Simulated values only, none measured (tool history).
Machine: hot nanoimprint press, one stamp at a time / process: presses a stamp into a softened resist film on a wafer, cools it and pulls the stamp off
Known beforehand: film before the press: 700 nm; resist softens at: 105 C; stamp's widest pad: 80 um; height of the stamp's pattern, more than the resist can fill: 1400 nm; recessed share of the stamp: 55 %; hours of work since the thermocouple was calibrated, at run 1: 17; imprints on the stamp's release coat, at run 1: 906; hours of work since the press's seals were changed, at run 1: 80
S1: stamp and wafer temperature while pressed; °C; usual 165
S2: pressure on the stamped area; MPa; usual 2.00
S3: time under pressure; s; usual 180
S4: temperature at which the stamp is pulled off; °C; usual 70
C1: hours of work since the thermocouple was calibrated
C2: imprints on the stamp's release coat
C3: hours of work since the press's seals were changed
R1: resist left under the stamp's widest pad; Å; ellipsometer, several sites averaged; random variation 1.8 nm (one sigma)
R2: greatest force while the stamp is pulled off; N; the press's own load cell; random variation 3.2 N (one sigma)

run   hour   S1    S2   S3  S4   C1   C2   C3    R1   R2
  1    0.0  165  2.00  180  70   17  906   80  2885  177
  2   10.8  165  2.63  180  70   21  936   84  2472  185
  3   17.9  165  2.00  180  63   24  956   87  2866  195
      29.7  -- stamp cleaned and given a new release coat
  4   29.8  165  2.00  288  70   27    0   89  2359  158
  5   39.7  165  2.00  180  70   31   28   93  2873  151
  6   45.1  165  3.07  180  70   33   42   96  2290  154
  7   52.7  165  3.07  180  70   36   64   99  2341  152
  8   64.2  165  3.07  180  70   41   95  103  2323  157
  9   74.9  159  2.00  180  70   45  125  108  4030  155
 10   83.1  165  3.05  180  70   48  147  111  2331  154
 11   90.6  165  1.22  180  70   51  168  114  3536  157
 12   98.5  165  2.00  180  70   55  190  117  2835  158
 13  109.9  165  2.00  180  70   59  221  122  2833  161
 14  117.0  165  2.00  180  70   62  241  125  2820  162
 15  126.0  165  2.00  180  70   66  266  129  2831  157
 16  132.8  165  2.00  180  70   69  285  131  2816  161
 17  142.4  165  2.00  112  70   72  311  135  3401  154
 18  150.7  176  3.08  173  67   76  334  139  1178  163
 19  155.7  176  3.08  173  67   78  348  141  1178  173
 20  163.0  173  1.97  247  67   81  368  144  1516  167
 21  174.5  168  2.39  352  60   86  400  148  1604  188
 22  181.6  165  1.60  180  70   88  420  151  3110  164
 23  188.6  164  2.17  180  60   91  439  154  2916  187
 24  194.6  170  2.00  306  63   94  456  157  1621  178
 25  201.6  156  2.00  249  73   97  475  159  4269  161
 26  212.6  156  2.00  131  75  101  506  164  5076  155
 27  222.0  168  2.00  180  55  105  531  168  2308  197
 28  231.8  168  2.47  338  55  109  559  172  1611  212
 29  239.6  165  2.00  141  70  112  580  175  3081  174

Each row is a separate what-if for the run after 29, all from the same tool condition, not one after another. Results?
  A  246.1  158  2.62  180  70  115  598  177   ?   ?
  B  246.1  165  2.00  141  69  115  598  177   ?   ?
  C  246.1  165  2.00  141  57  115  598  177   ?   ?
  D  246.1  154  2.29  141  70  115  598  177   ?   ?
  E  246.1  176  2.00  180  70  115  598  177   ?   ?

run    R1   R2
  A  3786  170
  B  3070  173
  C  3072  198
  D  5190  168
  E  1444  167
Had the tool no hidden state, the same runs would have come out as:
run    R1   R2
  A  3826  152
  B  3105  155
  C  3107  177
  D  5232  150
  E  1459  150
